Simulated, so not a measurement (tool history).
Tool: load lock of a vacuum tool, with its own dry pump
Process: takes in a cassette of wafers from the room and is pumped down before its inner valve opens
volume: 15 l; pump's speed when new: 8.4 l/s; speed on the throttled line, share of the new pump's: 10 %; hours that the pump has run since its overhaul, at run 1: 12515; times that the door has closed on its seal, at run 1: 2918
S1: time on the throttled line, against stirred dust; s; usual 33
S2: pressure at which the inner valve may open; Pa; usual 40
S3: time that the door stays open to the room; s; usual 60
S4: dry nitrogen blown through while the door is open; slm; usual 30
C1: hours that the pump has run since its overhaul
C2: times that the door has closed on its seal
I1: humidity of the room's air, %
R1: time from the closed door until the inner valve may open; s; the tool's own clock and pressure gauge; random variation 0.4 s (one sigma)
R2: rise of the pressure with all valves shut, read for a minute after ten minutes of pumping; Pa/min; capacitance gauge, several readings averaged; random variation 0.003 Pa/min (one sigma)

run 1 hour=0.0 | S1=33 S2=40 S3=60 S4=30 | C1=12515 C2=2918 | I1=47.7 | R1=43.5 R2=0.033
run 2 hour=200.8 | S1=33 S2=40 S3=60 S4=30 | C1=12716 C2=3239 | I1=45.8 | R1=43.7 R2=0.037
run 3 hour=492.4 | S1=33 S2=40 S3=60 S4=11 | C1=13007 C2=3706 | I1=44.2 | R1=43.4 R2=0.043
run 4 hour=660.9 | S1=33 S2=40 S3=60 S4=11 | C1=13176 C2=3976 | I1=41.1 | R1=43.2 R2=0.041
run 5 hour=847.4 | S1=33 S2=40 S3=60 S4=11 | C1=13362 C2=4274 | I1=45.1 | R1=43.2 R2=0.039
run 6 hour=1062.1 | S1=33 S2=40 S3=60 S4=11 | C1=13577 C2=4618 | I1=45.9 | R1=44.1 R2=0.047
run 7 hour=1208.5 | S1=33 S2=40 S3=60 S4=30 | C1=13724 C2=4852 | I1=46.6 | R1=43.8 R2=0.035
run 8 hour=1344.2 | S1=28 S2=40 S3=60 S4=30 | C1=13859 C2=5069 | I1=43.4 | R1=38.8 R2=0.032
run 9 hour=1604.2 | S1=33 S2=37 S3=60 S4=30 | C1=14119 C2=5486 | I1=44.8 | R1=43.2 R2=0.034
run 10 hour=1723.0 | S1=33 S2=40 S3=60 S4=30 | C1=14238 C2=5676 | I1=43.9 | R1=43.7 R2=0.027
run 11 hour=1851.0 | S1=33 S2=40 S3=60 S4=20 | C1=14366 C2=5881 | I1=44.5 | R1=44.0 R2=0.035
run 12 hour=2113.8 | S1=33 S2=40 S3=94 S4=6 | C1=14629 C2=6301 | I1=45.4 | R1=43.1 R2=0.068
run 13 hour=2327.3 | S1=66 S2=45 S3=148 S4=13 | C1=14842 C2=6643 | I1=46.7 | R1=72.8 R2=0.075
run 14 hour=2458.9 | S1=66 S2=45 S3=148 S4=16 | C1=14974 C2=6853 | I1=45.6 | R1=72.6 R2=0.076
run 15 hour=2585.7 | S1=33 S2=40 S3=60 S4=7 | C1=15101 C2=7056 | I1=46.4 | R1=43.5 R2=0.048
run 16 hour=2876.1 | S1=33 S2=40 S3=60 S4=7 | C1=15391 C2=7521 | I1=45.8 | R1=43.3 R2=0.050
run 17 hour=3141.3 | S1=33 S2=40 S3=127 S4=9 | C1=15656 C2=7946 | I1=47.4 | R1=43.7 R2=0.074
run 18 hour=3323.7 | S1=33 S2=40 S3=127 S4=9 | C1=15839 C2=8238 | I1=44.5 | R1=43.2 R2=0.068
run 19 hour=3454.8 | S1=66 S2=40 S3=127 S4=29 | C1=15970 C2=8447 | I1=47.4 | R1=72.3 R2=0.053
run 20 hour=3630.6 | S1=66 S2=40 S3=127 S4=29 | C1=16146 C2=8729 | I1=46.9 | R1=73.6 R2=0.052
run 21 hour=3810.7 | S1=47 S2=31 S3=65 S4=13 | C1=16326 C2=9017 | I1=43.9 | R1=56.6 R2=0.043

Forecast each of these 4 alternatives for the next run:
run A hour=3944.9 | S1=19 S2=40 S3=35 S4=30 | C1=16460 C2=9232 | I1=44.7 | R1=? R2=?
run B hour=3944.9 | S1=47 S2=31 S3=65 S4=13 | C1=16460 C2=9232 | I1=45.5 | R1=? R2=?
run C hour=3944.9 | S1=33 S2=40 S3=60 S4=18 | C1=16460 C2=9232 | I1=44.8 | R1=? R2=?
run D hour=3944.9 | S1=47 S2=31 S3=67 S4=13 | C1=16460 C2=9232 | I1=45.1 | R1=? R2=?

run=A R1=30.9 R2=0.021
run=B R1=57.4 R2=0.041
run=C R1=43.5 R2=0.041
run=D R1=56.3 R2=0.048
Without the tool's hidden state the same runs would have given:
run=A R1=30.9 R2=0.021
run=B R1=57.3 R2=0.041
run=C R1=43.5 R2=0.041
run=D R1=56.3 R2=0.048
